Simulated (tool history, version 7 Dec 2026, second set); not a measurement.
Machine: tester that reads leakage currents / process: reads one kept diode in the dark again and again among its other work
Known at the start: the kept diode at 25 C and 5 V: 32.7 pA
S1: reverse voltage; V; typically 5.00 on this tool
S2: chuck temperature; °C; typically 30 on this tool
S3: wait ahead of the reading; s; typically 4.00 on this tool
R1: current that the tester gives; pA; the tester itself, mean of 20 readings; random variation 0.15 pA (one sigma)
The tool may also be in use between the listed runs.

run	hour	S1	S2	S3	R1
1	0.0	5.00	30	4.00	49.99
2	131.2	5.00	30	4.00	47.33
3	250.0	5.00	30	4.00	47.58
4	340.5	5.00	30	1.83	48.37
5	496.2	5.00	30	1.83	48.55
6	687.3	5.00	30	1.83	49.44
7	871.1	6.64	22	0.59	35.63
8	1021.5	6.64	22	0.59	35.97
9	1219.2	8.37	30	4.00	67.40
10	1315.9	8.37	30	4.00	63.73
11	1417.4	8.37	30	4.00	64.13

Not shown here: 2 entries made in the log between runs. Locate each between two listed runs and compare the hidden state at the listed run before it with the hidden state at the listed run after it:
In the gap between runs 1 and 2: probe card cleaned and baked (hour 109.4)
  stray current of the dirty probe card, pA a volt: 0.562 -> 0.031; current scale over the true one, %: -1.82 -> -1.86; true chuck temperature over the reading, C: 0.12 -> 0.18
  measured result minus the result with no hidden state, R1: +2.19 -> -0.24 pA
In the gap between runs 9 and 10: chuck's temperature calibrated (hour 1240.9)
  stray current of the dirty probe card, pA a volt: 0.319 -> 0.345; current scale over the true one, %: -2.17 -> -2.2; true chuck temperature over the reading, C: 0.77 -> -0.07
  measured result minus the result with no hidden state, R1: +4.54 -> +0.96 pA
